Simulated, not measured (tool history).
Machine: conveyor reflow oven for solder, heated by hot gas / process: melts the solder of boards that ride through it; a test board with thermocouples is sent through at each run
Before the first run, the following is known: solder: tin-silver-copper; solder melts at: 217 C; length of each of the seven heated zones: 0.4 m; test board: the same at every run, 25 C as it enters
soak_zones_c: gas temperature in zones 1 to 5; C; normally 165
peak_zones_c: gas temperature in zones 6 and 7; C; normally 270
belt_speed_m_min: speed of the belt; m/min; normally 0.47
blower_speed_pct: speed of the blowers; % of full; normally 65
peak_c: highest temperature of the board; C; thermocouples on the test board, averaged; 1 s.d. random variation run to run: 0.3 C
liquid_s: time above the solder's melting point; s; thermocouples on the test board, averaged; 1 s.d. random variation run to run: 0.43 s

run   hour  soak_zones_c  peak_zones_c  belt_speed_m_min  blower_speed_pct  peak_c  liquid_s
  1      0           165           270              0.47                65   254.4      74.9
  2     12           165           270              0.47                65   254.3      74.7
  3   19.8           165           270              0.47                65   253.9      74.2
  4   26.4           153           270              0.47                65   252.1      68.6
  5   38.3           165           270              0.47                65   254.1      74.8
  6   48.1           169           270              0.47                65   255.1      77.7
  7   60.1           168           270              0.47                65   254.9      76.2
  8   71.3           168           270              0.47                65   254.4      76.4
  9   79.7           165           270              0.41                65   258.5      91.5
 10     92           165           270              0.41                65   257.7      91.5
 11  105.1           165           270              0.47                65   253.6      73.9
 12  113.4           165           263              0.47                65   247.5      68.9
 13  121.1           165           258              0.47                65   243.4      63.6
 14  132.3           165           271              0.47                65   255.3      75.4
 15  143.9           165           261              0.47                65   245.6      67.1
 16  152.3           165           261              0.47                65   246.2        67
 17  163.7           168           261             0.426                65   249.3      80.6
 18  172.1           165           271              0.47                65     255      74.7
     177.8  -- flux residue cleaned out of gas plates and filters
 19  184.1           165           266              0.47                77   252.9        75
 20  190.7           165           270              0.47                90   259.2      81.4
 21  199.8           165           265             0.527                56   242.7      53.2
 22  209.2           165           270             0.474                65   253.7      73.6
 23  215.8           165           270             0.474                65   253.6      74.4
 24  224.7           165           270             0.474                65   253.5      73.3
 25  232.9           179           283             0.429                89   274.8     105.5
     245.1  -- flux residue cleaned out of gas plates and filters, once more
 26  245.1           179           283             0.429                89   276.1     106.1
 27  254.7           155           270              0.47                65     254      71.6
 28  260.8           174           270              0.47                53   252.7      77.6
 29  273.3           176           275             0.399                61   265.6     105.5
 30  285.6           171           270              0.47                72   258.3      81.6

Predict the results of run 31:
 31  292.5           174           273              0.47                65       ?         ?

Logged for run 31: peak_c 259 C, liquid_s 83.8 s.
Minus the tool's unlogged condition, the same run would have read peak_c 258 C, liquid_s 82.3 s.

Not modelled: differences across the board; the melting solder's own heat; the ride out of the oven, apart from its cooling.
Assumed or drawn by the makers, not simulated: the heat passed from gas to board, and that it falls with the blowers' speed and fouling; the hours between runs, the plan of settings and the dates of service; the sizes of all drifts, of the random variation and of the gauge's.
